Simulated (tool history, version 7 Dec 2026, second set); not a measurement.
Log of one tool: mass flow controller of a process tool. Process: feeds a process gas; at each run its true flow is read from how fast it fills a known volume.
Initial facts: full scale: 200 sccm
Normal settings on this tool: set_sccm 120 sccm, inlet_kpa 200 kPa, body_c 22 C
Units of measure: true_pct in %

Run 1, hour 0: usual settings. Result: true_pct 99.91 %.
Run 2, hour 213.4: usual settings. Result: true_pct 99.86 %.
Run 3, hour 494.3: usual settings. Result: true_pct 100.04 %.
Run 4, hour 782.8: usual settings but body_c 27 C. Result: true_pct 100.32 %.
Run 5, hour 939.1: usual settings but body_c 32 C. Result: true_pct 100.54 %.
Run 6, hour 1165.9: usual settings but body_c 32 C. Result: true_pct 100.51 %.
Run 7, hour 1372.4: usual settings but set_sccm 31 sccm, inlet_kpa 263 kPa, body_c 33 C. Result: true_pct 102.46 %.
Run 8, hour 1699.5: usual settings but set_sccm 31 sccm, inlet_kpa 263 kPa, body_c 33 C. Result: true_pct 102.66 %.
Run 9, hour 1914: usual settings but set_sccm 113 sccm, body_c 37 C. Result: true_pct 101.1 %.
Run 10, hour 2134.8: usual settings but set_sccm 113 sccm, body_c 37 C. Result: true_pct 101.03 %.
Run 11, hour 2445.1: usual settings but set_sccm 21 sccm, body_c 37 C. Result: true_pct 104.8 %.

For some of the steps in true_pct from one run to the next: how much would appear even if the tool had no hidden state, given the settings, what came in and random variation, and how much remains for the hidden state plus any gauge scatter that the measured result and the result without hidden state don't share?
The hidden state here: flow at rest that the sensor doesn't see, % of full scale; true flow over the shown one, %; drift of the gauge itself on true_pct, %.
Run 10 -> 11: set_sccm 113 -> 21. true_pct +3.77 %: hidden state +4.96, all else -1.19.
